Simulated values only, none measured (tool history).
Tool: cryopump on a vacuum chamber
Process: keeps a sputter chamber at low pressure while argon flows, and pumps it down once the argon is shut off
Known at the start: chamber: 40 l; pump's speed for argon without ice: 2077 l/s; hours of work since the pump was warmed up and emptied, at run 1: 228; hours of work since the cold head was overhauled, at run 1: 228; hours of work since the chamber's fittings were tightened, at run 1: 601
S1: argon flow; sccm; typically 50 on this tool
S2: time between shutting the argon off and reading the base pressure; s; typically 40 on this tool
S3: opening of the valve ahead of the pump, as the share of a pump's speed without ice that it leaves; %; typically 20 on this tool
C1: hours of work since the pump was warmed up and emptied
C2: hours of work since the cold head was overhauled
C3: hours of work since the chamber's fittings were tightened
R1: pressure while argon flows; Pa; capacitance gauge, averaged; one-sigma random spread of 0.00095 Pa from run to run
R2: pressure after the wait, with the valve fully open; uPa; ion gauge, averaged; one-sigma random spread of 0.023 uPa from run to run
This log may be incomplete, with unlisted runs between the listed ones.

run,hour,S1,S2,S3,C1,C2,C3,R1,R2
1,0.0,50,40,20,228,228,601,0.2068,1.43
2,11.1,50,39,20,236,236,609,0.2079,1.43
3,23.0,50,39,20,244,244,617,0.2089,1.38
4,33.5,50,39,20,252,252,625,0.2066,1.40
5,50.4,50,39,20,263,263,636,0.2084,1.43
6,67.1,50,226,20,275,275,648,0.2072,0.93
7,81.3,50,226,20,285,285,658,0.2095,0.92
8,102.4,50,226,20,300,300,673,0.2094,0.96
9,119.0,21,111,20,312,312,685,0.0878,1.14
10,137.3,28,40,46,324,324,697,0.0534,1.56
11,148.7,40,215,20,332,332,705,0.1705,1.09
12,162.7,90,215,37,342,342,715,0.2087,1.01
13,173.2,50,249,20,350,350,723,0.2090,1.00

Branching from run 13: 3 alternative next runs. What would each branch give?
A,187.0,38,32,17,359,359,732,?,?
B,187.0,88,124,20,359,359,732,?,?
C,187.0,26,40,20,359,359,732,?,?

run,R1,R2
A,0.1868,1.70
B,0.3709,1.13
C,0.1086,1.60
The same runs, with their run-to-run variation unchanged, on a tool lacking any hidden condition would have given:
run,R1,R2
A,0.1814,0.93
B,0.3584,0.36
C,0.1049,0.81
